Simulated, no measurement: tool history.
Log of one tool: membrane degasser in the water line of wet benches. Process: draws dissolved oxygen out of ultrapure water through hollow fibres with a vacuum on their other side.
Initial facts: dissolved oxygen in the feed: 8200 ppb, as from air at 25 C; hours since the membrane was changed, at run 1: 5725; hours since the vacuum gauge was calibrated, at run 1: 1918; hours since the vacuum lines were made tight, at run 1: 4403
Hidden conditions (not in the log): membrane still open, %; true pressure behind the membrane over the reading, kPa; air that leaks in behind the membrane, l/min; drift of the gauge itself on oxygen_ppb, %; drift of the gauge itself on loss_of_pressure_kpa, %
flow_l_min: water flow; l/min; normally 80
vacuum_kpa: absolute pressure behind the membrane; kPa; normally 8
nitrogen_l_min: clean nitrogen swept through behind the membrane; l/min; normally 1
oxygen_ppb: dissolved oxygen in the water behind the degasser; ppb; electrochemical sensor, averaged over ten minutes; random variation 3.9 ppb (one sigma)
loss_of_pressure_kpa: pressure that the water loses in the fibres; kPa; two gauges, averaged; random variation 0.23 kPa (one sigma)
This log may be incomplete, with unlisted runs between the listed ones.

run      day  flow_l_min  vacuum_kpa  nitrogen_l_min  hours since the membrane was changed  hours since the vacuum gauge was calibrated  hours since the vacuum lines were made tight  oxygen_ppb  loss_of_pressure_kpa
  1        0          80           8               1                                  5725                                         1918                                          4403       643.4                 62.59
  2    8.433          80           8               1                                  5927                                         2121                                          4606       651.6                 62.41
  3   12.025          80           8               1                                  6014                                         2207                                          4692         644                 62.86
  4   15.858          80           8               1                                  6106                                         2299                                          4784       646.3                 62.62
  5   20.246          80           8               1                                  6211                                         2404                                          4889       649.8                 62.64
  6   28.654          80           8               1                                  6413                                         2606                                          5091       646.6                 63.07
  7   36.862          80           8            0.64                                  6610                                         2803                                          5288       836.4                  63.2
  8   40.942          80           8            0.64                                  6708                                         2901                                          5386       840.8                 63.32
  9    45.65          57           8               1                                  6821                                         3014                                          5499       509.2                 45.07
      46.412  -- vacuum gauge calibrated
 10     51.6          57           8               1                                  6963                                          124                                          5641       523.4                    45
 11   57.446          57           8               1                                  7103                                          265                                          5782       521.7                 45.32
 12   64.479          57           8            2.73                                  7272                                          434                                          5950       241.9                 45.39
      67.412  -- vacuum gauge calibrated, once more
 13   68.854          57           8               1                                  7377                                           35                                          6055         499                  45.3
 14   76.025          80           8               1                                  7549                                          207                                          6227       625.1                 63.53
 15    83.65          80           8               1                                  7732                                          390                                          6410       631.8                 63.88
 16   90.375          80        18.7               1                                  7893                                          551                                          6571      1772.6                 63.59
 17   94.867          80        11.3            0.64                                  8001                                          659                                          6679      1307.2                 63.73
 18  102.862          80        11.3            0.64                                  8193                                          851                                          6871      1298.5                 64.49
 19  109.867          80        4.96               1                                  8361                                         1019                                          7039       265.2                 64.22
 20  116.362          56           8            1.87                                  8517                                         1175                                          7195       305.6                 44.65
 21  123.567          80        5.78            1.26                                  8690                                         1348                                          7368       315.1                 64.33
     127.667  -- seals of the vacuum lines changed
 22  132.196          80        5.78            1.26                                  8895                                         1553                                           109       321.3                 64.32
 23  140.029          80        5.78            1.26                                  9083                                         1741                                           297       320.5                 64.91
 24  143.721         119        5.74            1.38                                  9171                                         1829                                           385       408.5                 95.71
 25  148.108          60        5.74            1.38                                  9277                                         1935                                           491       234.5                 48.72
 26  156.521         107        4.99            0.58                                  9479                                         2137                                           692       440.9                 86.28
 27  163.779         116       16.08            1.58                                  9653                                         2311                                           867      1458.3                 93.47

Forecast each of these 4 alternatives for the next run:
  A  169.971          96           8               1                                  9801                                         2459                                          1015           ?                     ?
  B  169.971          76           8               1                                  9801                                         2459                                          1015           ?                     ?
  C  169.971          88        6.18               1                                  9801                                         2459                                          1015           ?                     ?
  D  169.971         115           8            0.53                                  9801                                         2459                                          1015           ?                     ?

run  oxygen_ppb  loss_of_pressure_kpa
  A       730.1                 77.89
  B       625.5                 61.35
  C         456                 71.32
  D      1102.9                 92.98
Without the tool's unlogged condition, the same runs would have read:
run  oxygen_ppb  loss_of_pressure_kpa
  A       703.7                 71.75
  B       604.5                  56.5
  C       430.5                  65.7
  D      1067.5                 85.65
